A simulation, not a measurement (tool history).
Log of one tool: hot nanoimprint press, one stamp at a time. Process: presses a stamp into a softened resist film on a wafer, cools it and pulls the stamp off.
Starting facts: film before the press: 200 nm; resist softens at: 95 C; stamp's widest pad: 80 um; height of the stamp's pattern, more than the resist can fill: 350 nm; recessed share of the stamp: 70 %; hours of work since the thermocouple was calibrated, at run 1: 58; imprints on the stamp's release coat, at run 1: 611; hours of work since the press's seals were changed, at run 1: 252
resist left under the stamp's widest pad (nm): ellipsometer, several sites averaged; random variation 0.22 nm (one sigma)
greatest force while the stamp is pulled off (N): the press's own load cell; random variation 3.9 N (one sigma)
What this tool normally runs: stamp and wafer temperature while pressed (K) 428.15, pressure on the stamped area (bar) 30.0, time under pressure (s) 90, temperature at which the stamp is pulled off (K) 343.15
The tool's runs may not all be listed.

| run | hour | stamp and wafer temperature while pressed (K) | pressure on the stamped area (bar) | time under pressure (s) | temperature at which the stamp is pulled off (K) | hours of work since the thermocouple was calibrated | imprints on the stamp's release coat | hours of work since the press's seals were changed | resist left under the stamp's widest pad (nm) | greatest force while the stamp is pulled off (N) |
|---|---|---|---|---|---|---|---|---|---|---|
| 1 | 0.0 | 428.15 | 30.0 | 90 | 343.15 | 58 | 611 | 252 | 80.8 | 235 |
| 2 | 8.9 | 428.15 | 30.0 | 90 | 343.15 | 62 | 626 | 256 | 81.0 | 231 |
| 3 | 24.1 | 428.15 | 30.0 | 90 | 343.15 | 68 | 650 | 263 | 80.5 | 234 |
| 4 | 35.1 | 434.15 | 30.0 | 90 | 343.15 | 73 | 668 | 268 | 63.9 | 247 |
| 5 | 50.0 | 434.15 | 38.0 | 90 | 343.15 | 80 | 691 | 274 | 56.0 | 232 |
| 6 | 65.1 | 428.15 | 30.0 | 90 | 343.15 | 86 | 716 | 281 | 80.9 | 240 |
| 7 | 74.8 | 428.15 | 30.0 | 90 | 343.15 | 91 | 731 | 285 | 80.7 | 246 |
| 8 | 84.1 | 428.15 | 30.0 | 90 | 343.15 | 95 | 746 | 289 | 80.6 | 245 |
| 9 | 90.6 | 428.15 | 30.0 | 122 | 343.15 | 97 | 757 | 292 | 72.5 | 228 |
| 10 | 97.9 | 428.15 | 44.5 | 90 | 343.15 | 101 | 768 | 295 | 64.7 | 251 |
| 11 | 104.1 | 428.15 | 46.3 | 90 | 343.15 | 103 | 778 | 298 | 63.5 | 246 |
| 12 | 116.5 | 428.15 | 46.3 | 90 | 343.15 | 109 | 798 | 303 | 63.7 | 255 |
| 13 | 127.9 | 428.15 | 46.3 | 90 | 343.15 | 114 | 816 | 308 | 63.4 | 247 |

For run 14, what comes out?
| 14 | 140.1 | 428.15 | 46.3 | 90 | 343.15 | 119 | 836 | 313 | ? | ? |

Run 14 yielded resist left under the stamp's widest pad (nm) 63.6, greatest force while the stamp is pulled off (N) 241.
Take away the tool's hidden state, keep the run-to-run variation as it was, and the same run would have given resist left under the stamp's widest pad (nm) 62.8, greatest force while the stamp is pulled off (N) 213.
